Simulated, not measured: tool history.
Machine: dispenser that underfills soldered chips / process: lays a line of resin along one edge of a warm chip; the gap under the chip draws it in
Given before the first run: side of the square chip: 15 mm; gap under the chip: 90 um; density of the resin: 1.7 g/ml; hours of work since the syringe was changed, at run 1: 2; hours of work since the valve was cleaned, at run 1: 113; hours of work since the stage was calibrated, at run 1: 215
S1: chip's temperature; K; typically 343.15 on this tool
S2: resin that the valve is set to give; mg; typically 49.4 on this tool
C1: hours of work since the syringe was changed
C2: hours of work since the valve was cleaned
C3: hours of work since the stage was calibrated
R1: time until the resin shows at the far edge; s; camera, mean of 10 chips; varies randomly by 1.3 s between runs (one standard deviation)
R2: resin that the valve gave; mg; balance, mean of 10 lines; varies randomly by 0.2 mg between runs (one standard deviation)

run	hour	S1	S2	C1	C2	C3	R1	R2
1	0	343.15	49.4	2	113	215	146.7	46.47
2	8.1	343.15	49.4	7	118	220	178.4	46.35
# hour 11.9: new syringe of resin
3	15.8	328.15	49.4	2	123	224	281.9	46.14
# hour 23.7: dispensing valve cleaned and set on the balance
# hour 29: new syringe of resin
4	29.8	343.15	49.4	0	4	232	130.5	49.17
# hour 44.8: new syringe of resin
5	45.6	343.15	49.4	0	13	242	128.5	48.64
# hour 60.4: new syringe of resin
6	61.2	337.15	49.4	0	23	251	166	48.76
7	73.6	337.15	49.4	8	30	259	222.3	48.58
# hour 76: new syringe of resin
8	83.2	343.15	49.4	4	36	265	154.7	48.53
# hour 92: new syringe of resin
9	98.5	343.15	49.4	4	45	274	150.3	48.49
# hour 107.2: new syringe of resin
10	107.2	355.15	49.4	0	51	279	78.1	48.18
11	118.1	355.15	49.4	7	57	286	102.1	48.1
# hour 122.9: new syringe of resin
12	132.5	343.15	49.4	6	66	295	161.9	48.16
# hour 138.7: new syringe of resin
13	140.6	343.15	49.4	1	71	300	134.7	47.8
# hour 154.4: new syringe of resin
14	156.4	343.15	49.4	1	81	309	137.4	47.52
# hour 169.6: new syringe of resin
15	172.2	343.15	49.4	2	90	319	138.2	47.46
16	183.1	343.15	49.4	8	97	326	177.8	46.89
# hour 185.3: new syringe of resin
17	193.7	343.15	49.4	5	103	332	153.8	47.17
# hour 201.8: new syringe of resin
18	209	343.15	63.9	4	113	341	148.9	60.14
# hour 217.6: new syringe of resin
19	220	343.15	49.4	2	119	348	138.7	46.64
# hour 233.5: new syringe of resin
# hour 234.5: dispensing valve cleaned and set on the balance
20	237	343.15	49.4	2	2	358	135.8	49.49
21	244.6	329.15	46.2	6	6	362	316	45.87
# hour 251: new syringe of resin
22	251.4	354.15	51.3	0	10	366	79.9	50.81
23	259.3	334.15	63.9	5	15	371	223.9	62.81
# hour 266.4: new syringe of resin
24	273.7	334.15	63.9	4	24	380	222.4	62.95
# hour 282: new syringe of resin
25	282	330.15	62	0	29	385	214.9	60.7
26	291.7	343.15	43.9	6	35	391	162.5	42.84
# hour 298: new syringe of resin
27	305.2	343.15	43.9	4	43	399	158.2	42.85
# hour 313.4: new syringe of resin
28	319.8	343.15	43.9	4	52	408	155.1	42.23

Run 29 has not been measured yet. What should we expect?
# hour 321.7: stage's temperature calibrated
# hour 330.2: new syringe of resin
29	335.5	352.15	49.4	3	61	8	?	?

Run 29 produced R1 101.7 s, R2 48.11 mg.
Minus the tool's unlogged condition, the same run would have read R1 88.6 s, R2 49.78 mg.
